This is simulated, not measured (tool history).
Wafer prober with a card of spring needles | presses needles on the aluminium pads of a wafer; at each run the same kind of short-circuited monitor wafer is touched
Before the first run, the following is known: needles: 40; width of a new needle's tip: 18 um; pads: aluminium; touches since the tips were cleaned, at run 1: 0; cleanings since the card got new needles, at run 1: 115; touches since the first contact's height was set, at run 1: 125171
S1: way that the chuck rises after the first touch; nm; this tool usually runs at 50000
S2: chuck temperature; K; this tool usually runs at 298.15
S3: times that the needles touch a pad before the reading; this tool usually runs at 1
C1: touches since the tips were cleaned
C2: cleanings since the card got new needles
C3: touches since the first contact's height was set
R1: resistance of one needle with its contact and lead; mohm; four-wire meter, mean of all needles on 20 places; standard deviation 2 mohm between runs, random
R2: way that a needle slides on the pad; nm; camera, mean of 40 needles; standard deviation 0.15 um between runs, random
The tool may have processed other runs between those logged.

run,hour,S1,S2,S3,C1,C2,C3,R1,R2
1,0,50000,298.15,1,0,115,125171,220,13760
# hour 6: tips cleaned on abrasive film
# hour 11.9: tips cleaned on abrasive film
# hour 17.9: tips cleaned on abrasive film
# hour 23.9: tips cleaned on abrasive film
# hour 29.9: tips cleaned on abrasive film
# hour 35.9: tips cleaned on abrasive film
# hour 41.8: tips cleaned on abrasive film
# hour 47.8: tips cleaned on abrasive film
# hour 53.8: tips cleaned on abrasive film
# hour 59.8: tips cleaned on abrasive film
# hour 65.7: tips cleaned on abrasive film
# hour 71.7: tips cleaned on abrasive film
2,74.1,50000,298.15,1,1122,127,159024,216,13700
# hour 76.6: tips cleaned on abrasive film
# hour 82.6: tips cleaned on abrasive film
# hour 87.4: tips cleaned on abrasive film
# hour 93.3: tips cleaned on abrasive film
# hour 98.1: tips cleaned on abrasive film
# hour 104.1: tips cleaned on abrasive film
# hour 108.9: tips cleaned on abrasive film
# hour 114.9: tips cleaned on abrasive film
# hour 120.9: tips cleaned on abrasive film
# hour 122.3: height of the first contact set anew
# hour 127.1: tips cleaned on abrasive film
# hour 133.1: tips cleaned on abrasive film
3,134.1,50000,298.15,1,440,138,5350,218,13710
# hour 138.9: tips cleaned on abrasive film
# hour 144.8: tips cleaned on abrasive film
# hour 150.8: tips cleaned on abrasive film
# hour 156.8: tips cleaned on abrasive film
# hour 161.6: tips cleaned on abrasive film
# hour 167.6: tips cleaned on abrasive film
# hour 173.5: tips cleaned on abrasive film
# hour 178.3: tips cleaned on abrasive film
# hour 184.3: tips cleaned on abrasive film
# hour 190.3: tips cleaned on abrasive film
# hour 196.3: tips cleaned on abrasive film
# hour 202.2: tips cleaned on abrasive film
# hour 208.2: tips cleaned on abrasive film
# hour 214.2: tips cleaned on abrasive film
4,216,50000,298.15,1,858,152,42759,216,13660
# hour 219.7: tips cleaned on abrasive film
# hour 224.5: tips cleaned on abrasive film
# hour 230.4: tips cleaned on abrasive film
# hour 235.2: tips cleaned on abrasive film
# hour 241.2: tips cleaned on abrasive film
# hour 247.2: tips cleaned on abrasive film
# hour 253.2: tips cleaned on abrasive film
# hour 259.1: tips cleaned on abrasive film
# hour 265.1: tips cleaned on abrasive film
# hour 271.1: tips cleaned on abrasive film
# hour 277.1: tips cleaned on abrasive film
5,278.4,50000,298.15,1,621,163,71202,217,13750
# hour 282: tips cleaned on abrasive film
# hour 288: tips cleaned on abrasive film
# hour 294: tips cleaned on abrasive film
# hour 299.9: tips cleaned on abrasive film
# hour 305.9: tips cleaned on abrasive film
# hour 311.9: tips cleaned on abrasive film
# hour 317.9: tips cleaned on abrasive film
# hour 323.8: tips cleaned on abrasive film
# hour 329.8: tips cleaned on abrasive film
# hour 335.8: tips cleaned on abrasive film
# hour 341.8: tips cleaned on abrasive film
# hour 347.7: tips cleaned on abrasive film
6,348.8,50000,298.15,1,507,175,103347,215,13560
# hour 353.6: tips cleaned on abrasive film
# hour 359.6: tips cleaned on abrasive film
# hour 365.6: tips cleaned on abrasive film
# hour 371.6: tips cleaned on abrasive film
# hour 376.4: tips cleaned on abrasive film
# hour 382.3: tips cleaned on abrasive film
7,386.7,50000,298.15,1,2002,181,120623,220,13990
# hour 387.9: tips cleaned on abrasive film
# hour 393.9: tips cleaned on abrasive film
# hour 399.9: tips cleaned on abrasive film
# hour 405.9: tips cleaned on abrasive film
# hour 411.8: tips cleaned on abrasive film
# hour 417.8: tips cleaned on abrasive film
# hour 423.8: tips cleaned on abrasive film
8,427.6,50000,298.15,1,1786,188,139320,220,13680
# hour 428.9: tips cleaned on abrasive film
# hour 434.9: tips cleaned on abrasive film
# hour 439.7: tips cleaned on abrasive film
# hour 445.6: tips cleaned on abrasive film
# hour 451.6: tips cleaned on abrasive film
# hour 457.6: tips cleaned on abrasive film
# hour 463.6: tips cleaned on abrasive film
# hour 469.5: tips cleaned on abrasive film
# hour 475.5: tips cleaned on abrasive film
# hour 481.5: tips cleaned on abrasive film
# hour 487.3: tips cleaned on abrasive film
9,487.3,50000,298.15,1,0,199,166528,217,13800
# hour 493.3: tips cleaned on abrasive film
# hour 499.3: tips cleaned on abrasive film
# hour 504.1: tips cleaned on abrasive film
# hour 510.1: tips cleaned on abrasive film
# hour 514.9: tips cleaned on abrasive film
# hour 526.9: card fitted with new needles
# hour 532.8: tips cleaned on abrasive film
# hour 538.8: tips cleaned on abrasive film
# hour 544.8: tips cleaned on abrasive film
# hour 550.8: tips cleaned on abrasive film
# hour 556.7: tips cleaned on abrasive film
# hour 562.7: tips cleaned on abrasive film
# hour 567.5: tips cleaned on abrasive film
# hour 573.5: tips cleaned on abrasive film
# hour 579.5: tips cleaned on abrasive film
10,580,50000,314.15,1,255,9,24258,222,13890
# hour 584.8: tips cleaned on abrasive film
# hour 590.8: tips cleaned on abrasive film
# hour 596.8: tips cleaned on abrasive film
# hour 602.7: tips cleaned on abrasive film
# hour 607.5: tips cleaned on abrasive film
# hour 613.5: tips cleaned on abrasive film
# hour 619.5: tips cleaned on abrasive film
11,622.9,50000,298.15,2,1593,16,43854,215,13750
# hour 625.4: tips cleaned on abrasive film
# hour 631.3: tips cleaned on abrasive film
# hour 636.1: tips cleaned on abrasive film
# hour 642.1: tips cleaned on abrasive film
# hour 648.1: tips cleaned on abrasive film
# hour 654.1: tips cleaned on abrasive film
# hour 658.9: tips cleaned on abrasive film
# hour 664.8: tips cleaned on abrasive film
# hour 670.8: tips cleaned on abrasive film
# hour 676.8: tips cleaned on abrasive film
# hour 682.8: tips cleaned on abrasive film
# hour 688.7: tips cleaned on abrasive film
# hour 694.7: tips cleaned on abrasive film
# hour 699.5: tips cleaned on abrasive film
# hour 705.5: tips cleaned on abrasive film
12,708.6,34000,322.15,1,1436,31,82931,236,9180
# hour 711: tips cleaned on abrasive film
# hour 717: tips cleaned on abrasive film
# hour 721.8: tips cleaned on abrasive film
# hour 727.8: tips cleaned on abrasive film
# hour 733.8: tips cleaned on abrasive film
# hour 739.7: tips cleaned on abrasive film
# hour 745.7: tips cleaned on abrasive film
13,746.3,34000,327.15,1,260,38,100103,235,9410

Run 14, settings as shown, results not yet in. Your forecast:
# hour 751.1: tips cleaned on abrasive film
# hour 755.9: tips cleaned on abrasive film
# hour 761.9: tips cleaned on abrasive film
# hour 766.7: tips cleaned on abrasive film
# hour 772.6: tips cleaned on abrasive film
# hour 778.6: tips cleaned on abrasive film
# hour 784.6: tips cleaned on abrasive film
# hour 790.6: tips cleaned on abrasive film
# hour 796.5: tips cleaned on abrasive film
# hour 801.3: tips cleaned on abrasive film
# hour 807.3: tips cleaned on abrasive film
14,807.8,50000,300.15,1,211,49,128137,?,?

Run 14 yielded R1 220 mohm, R2 13900 nm.
Had the tool carried no hidden state, the very same run would have given R1 220 mohm, R2 13900 nm.
